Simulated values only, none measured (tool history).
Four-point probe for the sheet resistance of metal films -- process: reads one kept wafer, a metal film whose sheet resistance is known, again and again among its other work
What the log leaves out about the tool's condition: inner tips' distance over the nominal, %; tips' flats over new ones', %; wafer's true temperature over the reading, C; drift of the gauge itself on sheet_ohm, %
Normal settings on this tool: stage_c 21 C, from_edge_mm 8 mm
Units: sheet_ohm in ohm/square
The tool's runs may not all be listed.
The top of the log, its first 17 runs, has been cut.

| run | hour | stage_c | from_edge_mm | touches since the probe head was changed | hours of work since the stage's thermometer was calibrated | sheet_ohm |
|---|---|---|---|---|---|---|
| 18 | 507.5 | 34 | 55 | 57513 | 1648 | 0.045676 |
| 19 | 547.9 | 32 | 40 | 58833 | 1667 | 0.045658 |
| 20 | 594.2 | 21 | 62 | 60344 | 1690 | 0.045615 |
| 21 | 628.8 | 19 | 13 | 61472 | 1706 | 0.045767 |
| 22 | 648.4 | 19 | 41 | 62112 | 1715 | 0.045623 |
| 23 | 679.1 | 19 | 41 | 63112 | 1730 | 0.045609 |
| 24 | 711.7 | 23 | 8 | 64178 | 1746 | 0.045980 |
| 25 | 753.1 | 23 | 8 | 65526 | 1766 | 0.045981 |
| 26 | 775.8 | 23 | 8 | 66268 | 1777 | 0.045998 |
| 27 | 821.8 | 19 | 70 | 67771 | 1799 | 0.045601 |
| 28 | 851.6 | 21 | 69 | 68743 | 1813 | 0.045599 |
| 29 | 872.4 | 21 | 9 | 69422 | 1823 | 0.045894 |
| 30 | 918.8 | 24 | 22 | 70936 | 1845 | 0.045643 |
| 31 | 951.9 | 18 | 8 | 72014 | 1861 | 0.045949 |
| 32 | 999.1 | 28 | 18 | 73556 | 1884 | 0.045665 |
| 33 | 1042.9 | 33 | 12 | 74983 | 1905 | 0.045760 |

Predict each of these 3 candidate next runs independently; none follows another, all start after run 33:
| A | 1076.7 | 26 | 53 | 76088 | 1921 | ? |
| B | 1076.7 | 29 | 7 | 76088 | 1921 | ? |
| C | 1076.7 | 22 | 8 | 76088 | 1921 | ? |

| run | sheet_ohm |
|---|---|
| A | 0.045566 |
| B | 0.046071 |
| C | 0.045943 |
Without the tool's hidden state the same runs would have given:
| run | sheet_ohm |
|---|---|
| A | 0.045901 |
| B | 0.046409 |
| C | 0.046283 |
